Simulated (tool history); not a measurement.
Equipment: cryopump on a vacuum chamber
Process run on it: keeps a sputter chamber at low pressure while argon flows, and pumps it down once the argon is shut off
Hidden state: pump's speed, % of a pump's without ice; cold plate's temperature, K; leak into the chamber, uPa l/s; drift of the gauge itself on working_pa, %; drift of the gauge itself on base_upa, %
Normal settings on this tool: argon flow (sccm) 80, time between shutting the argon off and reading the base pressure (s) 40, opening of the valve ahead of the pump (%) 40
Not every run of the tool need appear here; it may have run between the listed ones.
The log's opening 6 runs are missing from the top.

run	hour	argon flow (sccm)	time between shutting the argon off and reading the base pressure (s)	opening of the valve ahead of the pump (%)	hours of work since the pump was warmed up and emptied	hours of work since the cold head was overhauled	hours of work since the chamber's fittings were tightened	pressure while argon flows (Pa)	pressure after the wait (uPa)
7	362.7	80	40	40	614	614	870	0.2754	3.15
8	431.9	80	40	23	643	643	899	0.4707	3.26
9	488.3	80	40	23	666	666	922	0.4708	3.34
10	577.7	107	40	23	703	703	959	0.6306	3.44
11	619	107	40	23	720	720	976	0.6313	3.53
12	679.6	107	40	23	745	745	1002	0.635	3.58
13	744.7	107	40	23	772	772	1029	0.6354	3.54
# hour 764: pump warmed up, emptied and cooled again
14	837	107	40	19	30	809	1065	0.7409	3.25
15	888.6	80	40	40	52	830	1086	0.2659	3.35
16	980.3	80	40	40	90	868	1124	0.2646	3.48
17	1063	80	40	17	124	902	1158	0.617	3.56

Run 18, settings as shown, results not yet in. Your forecast:
18	1112	80	40	20	144	923	1179	?	?

Run 18 gave pressure while argon flows (Pa) 0.5269, pressure after the wait (uPa) 3.52.
With no hidden state in the tool, this same run would have given pressure while argon flows (Pa) 0.522, pressure after the wait (uPa) 1.31.

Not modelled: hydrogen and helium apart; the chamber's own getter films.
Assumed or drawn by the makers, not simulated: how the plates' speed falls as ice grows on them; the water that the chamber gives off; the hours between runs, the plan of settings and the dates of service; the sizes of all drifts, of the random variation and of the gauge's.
